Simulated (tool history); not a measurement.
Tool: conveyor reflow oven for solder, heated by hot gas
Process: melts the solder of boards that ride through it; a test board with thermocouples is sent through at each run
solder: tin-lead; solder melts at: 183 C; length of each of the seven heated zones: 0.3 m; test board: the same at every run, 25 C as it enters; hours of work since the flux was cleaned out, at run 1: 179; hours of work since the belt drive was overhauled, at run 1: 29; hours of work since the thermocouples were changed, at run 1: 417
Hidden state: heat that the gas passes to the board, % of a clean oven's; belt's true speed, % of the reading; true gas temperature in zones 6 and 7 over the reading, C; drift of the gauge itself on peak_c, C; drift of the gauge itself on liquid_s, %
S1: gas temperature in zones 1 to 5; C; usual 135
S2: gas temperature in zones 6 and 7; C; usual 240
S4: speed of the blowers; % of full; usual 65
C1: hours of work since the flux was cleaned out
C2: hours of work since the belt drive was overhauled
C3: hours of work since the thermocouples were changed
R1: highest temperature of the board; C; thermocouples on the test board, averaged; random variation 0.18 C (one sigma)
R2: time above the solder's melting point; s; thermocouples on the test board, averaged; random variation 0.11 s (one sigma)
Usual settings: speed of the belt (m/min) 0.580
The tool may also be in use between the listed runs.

Run 1, day 0.000: usual settings; C1 179; C2 29; C3 417. Result: R1 222.2 C, R2 48.9 s.
Run 2, day 0.254: usual settings but S2 229 C; C1 184; C2 33; C3 422. Result: R1 212.8 C, R2 43.0 s.
Run 3, day 0.588: usual settings but S2 229 C; C1 190; C2 40; C3 428. Result: R1 212.8 C, R2 42.9 s.
Run 4, day 0.854: usual settings but S2 229 C; C1 195; C2 44; C3 433. Result: R1 212.9 C, R2 42.7 s.
Run 5, day 1.229: usual settings but S2 229 C; C1 202; C2 51; C3 439. Result: R1 212.7 C, R2 42.8 s.
Run 6, day 1.417: usual settings but S4 84 % of full; C1 205; C2 55; C3 443. Result: R1 225.4 C, R2 50.5 s.
Run 7, day 1.812: usual settings but speed of the belt (m/min) 0.550, S4 84 % of full; C1 212; C2 62; C3 450. Result: R1 226.6 C, R2 54.2 s.
Run 8, day 2.192: usual settings but S2 254 C, speed of the belt (m/min) 0.550, S4 84 % of full; C1 219; C2 69; C3 457. Result: R1 239.5 C, R2 59.6 s.
At day 2.392: belt drive overhauled, speed set with a stopwatch.
Run 9, day 2.646: usual settings; C1 224; C2 5; C3 462. Result: R1 221.9 C, R2 48.5 s.
Run 10, day 2.921: usual settings; C1 230; C2 10; C3 467. Result: R1 222.2 C, R2 48.6 s.
Run 11, day 3.292: usual settings; C1 236; C2 17; C3 474. Result: R1 222.3 C, R2 48.5 s.
Run 12, day 3.558: usual settings; C1 241; C2 21; C3 479. Result: R1 221.9 C, R2 48.6 s.
Run 13, day 3.788: usual settings; C1 245; C2 26; C3 483. Result: R1 221.8 C, R2 48.6 s.
At day 4.108: belt drive overhauled, speed set with a stopwatch, once more.
Run 14, day 4.354: usual settings; C1 253; C2 5; C3 491. Result: R1 221.5 C, R2 48.4 s.

Run 15 comes next. What will it give?
Run 15, day 4.738: usual settings but speed of the belt (m/min) 0.568, S4 77 % of full; C1 260; C2 11; C3 497. Result: R1 ?, R2 ?.

R1: 224.0 C
R2: 50.9 s
Without the tool's hidden state the same run would have given R1 226.7 C, R2 52.5 s.

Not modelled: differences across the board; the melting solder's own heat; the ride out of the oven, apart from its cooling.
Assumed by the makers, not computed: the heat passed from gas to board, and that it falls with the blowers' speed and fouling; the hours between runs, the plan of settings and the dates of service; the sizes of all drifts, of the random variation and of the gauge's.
